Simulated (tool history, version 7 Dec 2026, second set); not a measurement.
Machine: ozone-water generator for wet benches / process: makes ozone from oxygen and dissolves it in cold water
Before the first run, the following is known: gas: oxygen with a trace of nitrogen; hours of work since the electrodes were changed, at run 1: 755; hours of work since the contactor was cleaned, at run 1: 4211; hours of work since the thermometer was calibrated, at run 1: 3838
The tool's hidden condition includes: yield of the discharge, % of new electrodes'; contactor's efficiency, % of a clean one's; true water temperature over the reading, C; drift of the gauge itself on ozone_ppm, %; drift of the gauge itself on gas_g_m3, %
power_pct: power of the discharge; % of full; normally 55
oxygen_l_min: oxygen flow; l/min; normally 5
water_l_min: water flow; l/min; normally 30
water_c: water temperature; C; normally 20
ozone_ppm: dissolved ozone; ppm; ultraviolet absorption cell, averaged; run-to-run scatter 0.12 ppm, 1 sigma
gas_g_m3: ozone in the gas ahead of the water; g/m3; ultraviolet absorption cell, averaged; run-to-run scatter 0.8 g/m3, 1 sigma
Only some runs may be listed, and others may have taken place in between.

run	day	power_pct	oxygen_l_min	water_l_min	water_c	hours of work since the electrodes were changed	hours of work since the contactor was cleaned	hours of work since the thermometer was calibrated	ozone_ppm	gas_g_m3
1	0	55	5	30	20	755	4211	3838	10.6	123.7
2	3.038	55	5	30	20	806	4262	3889	10.7	123.6
3	6.117	55	5	30	19	858	4314	3941	10.8	124.9
4	7.688	55	5	30	20	884	4340	3967	10.7	123.7
5	10.762	55	5	30	20	936	4392	4019	10.5	123.9
6	13.121	55	7.32	30	20	975	4431	4058	10.6	94.5
7	14.575	55	7.32	30	20	999	4456	4083	10.4	93.9
8	16.292	55	7.32	30	20	1028	4484	4111	10.3	93.5
9	17.812	55	2.78	30	20	1054	4510	4137	10.6	185.2
10	20.467	55	2.78	30	20	1098	4554	4181	10.7	186.8
11	22.938	55	5	30	20	1140	4596	4223	10.5	123
12	25.825	55	5	30	20	1188	4644	4271	10.7	123.5
13	28.817	55	5	30	20	1238	4694	4321	10.7	124.4
14	30.429	55	5	30	20	1265	4721	4348	10.5	123.6
15	32.396	55	5	30	20	1298	4754	4381	10.9	123.9
16	35.162	55	5	30	20	1345	4801	4428	10.6	125.1
17	36.575	55	3.06	30	20	1368	4825	4451	10.9	173.1
18	38.462	55	3.06	30	20	1400	4856	4483	10.4	174.4

Run 19 comes next. What will it give?
19	40.583	55	5	41	20	1436	4892	4519	?	?

{"run 19": {"ozone_ppm": 7.9, "gas_g_m3": 124.6}}
Take away the tool's hidden state, keep the run-to-run variation as it was, and the same run would have given ozone_ppm 8.3 ppm, gas_g_m3 125.5 g/m3.
